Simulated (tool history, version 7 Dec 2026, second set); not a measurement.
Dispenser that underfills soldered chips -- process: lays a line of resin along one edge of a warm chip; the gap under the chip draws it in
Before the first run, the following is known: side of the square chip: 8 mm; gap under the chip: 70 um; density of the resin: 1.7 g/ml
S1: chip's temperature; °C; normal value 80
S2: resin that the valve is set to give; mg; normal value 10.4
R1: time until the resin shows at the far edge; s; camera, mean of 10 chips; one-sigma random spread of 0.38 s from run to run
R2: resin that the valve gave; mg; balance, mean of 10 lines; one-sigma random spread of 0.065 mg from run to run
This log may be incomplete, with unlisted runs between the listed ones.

run 1 day=0.000 | S1=80 S2=10.4 | R1=35.4 R2=10.39
-- day=0.379 new syringe of resin
run 2 day=0.379 | S1=80 S2=10.4 | R1=22.6 R2=10.21
run 3 day=0.762 | S1=80 S2=10.4 | R1=35.4 R2=10.27
-- day=1.121 new syringe of resin
run 4 day=1.146 | S1=81 S2=10.4 | R1=22.8 R2=10.36
run 5 day=1.371 | S1=81 S2=10.4 | R1=30.3 R2=10.27
run 6 day=1.654 | S1=81 S2=10.4 | R1=42.4 R2=10.18
-- day=1.854 new syringe of resin
run 7 day=1.854 | S1=81 S2=10.4 | R1=22.3 R2=10.19
run 8 day=2.212 | S1=81 S2=10.4 | R1=33.5 R2=10.02
run 9 day=2.471 | S1=80 S2=10.8 | R1=46.6 R2=10.41
-- day=2.583 new syringe of resin
run 10 day=2.883 | S1=71 S2=10.4 | R1=42.2 R2=9.89
run 11 day=3.271 | S1=71 S2=10.4 | R1=68.3 R2=9.94
-- day=3.329 new syringe of resin
run 12 day=3.471 | S1=71 S2=10.4 | R1=35.2 R2=9.88
run 13 day=3.717 | S1=80 S2=11.2 | R1=35.3 R2=10.62
run 14 day=3.975 | S1=80 S2=12.2 | R1=46.8 R2=11.45
-- day=4.071 new syringe of resin
run 15 day=4.367 | S1=80 S2=12.2 | R1=30.8 R2=11.44
run 16 day=4.554 | S1=80 S2=12.2 | R1=38.5 R2=11.25
run 17 day=4.767 | S1=80 S2=12.2 | R1=49.1 R2=11.42
-- day=4.796 new syringe of resin
run 18 day=5.171 | S1=80 S2=13.4 | R1=33.8 R2=12.39
-- day=5.421 dispensing valve cleaned and set on the balance
-- day=5.575 new syringe of resin
run 19 day=5.629 | S1=71 S2=12.5 | R1=29.9 R2=12.49
run 20 day=5.946 | S1=79 S2=10.6 | R1=36.0 R2=10.54
run 21 day=6.258 | S1=84 S2=10.9 | R1=43.7 R2=10.75
-- day=6.308 new syringe of resin
run 22 day=6.625 | S1=84 S2=10.9 | R1=29.4 R2=10.67
run 23 day=6.838 | S1=84 S2=10.9 | R1=36.5 R2=10.65
-- day=7.050 new syringe of resin
run 24 day=7.262 | S1=71 S2=10.4 | R1=37.2 R2=10.08
run 25 day=7.467 | S1=71 S2=10.4 | R1=48.0 R2=10.06
-- day=7.796 new syringe of resin
run 26 day=7.850 | S1=73 S2=11.0 | R1=29.1 R2=10.65
run 27 day=8.208 | S1=83 S2=11.1 | R1=32.8 R2=10.66
-- day=8.546 new syringe of resin
run 28 day=8.550 | S1=66 S2=11.5 | R1=34.1 R2=11.00
run 29 day=8.733 | S1=66 S2=11.5 | R1=42.1 R2=10.92
run 30 day=9.129 | S1=66 S2=11.5 | R1=65.8 R2=10.94
-- day=9.292 new syringe of resin
run 31 day=9.371 | S1=71 S2=13.0 | R1=31.1 R2=12.28
run 32 day=9.621 | S1=85 S2=11.6 | R1=27.4 R2=11.09

Each row is a separate what-if for the run after 32, all from the same tool condition, not one after another. Results?
run A day=9.883 | S1=87 S2=8.9 | R1=? R2=?
run B day=9.883 | S1=80 S2=10.1 | R1=? R2=?
run C day=9.883 | S1=88 S2=12.8 | R1=? R2=?

run=A R1=40.2 R2=8.43
run=B R1=45.8 R2=9.51
run=C R1=34.9 R2=12.07
Take away the tool's hidden state, keep each run's random variation, and the runs would have read:
run=A R1=20.6 R2=8.97
run=B R1=23.8 R2=10.12
run=C R1=18.3 R2=12.85
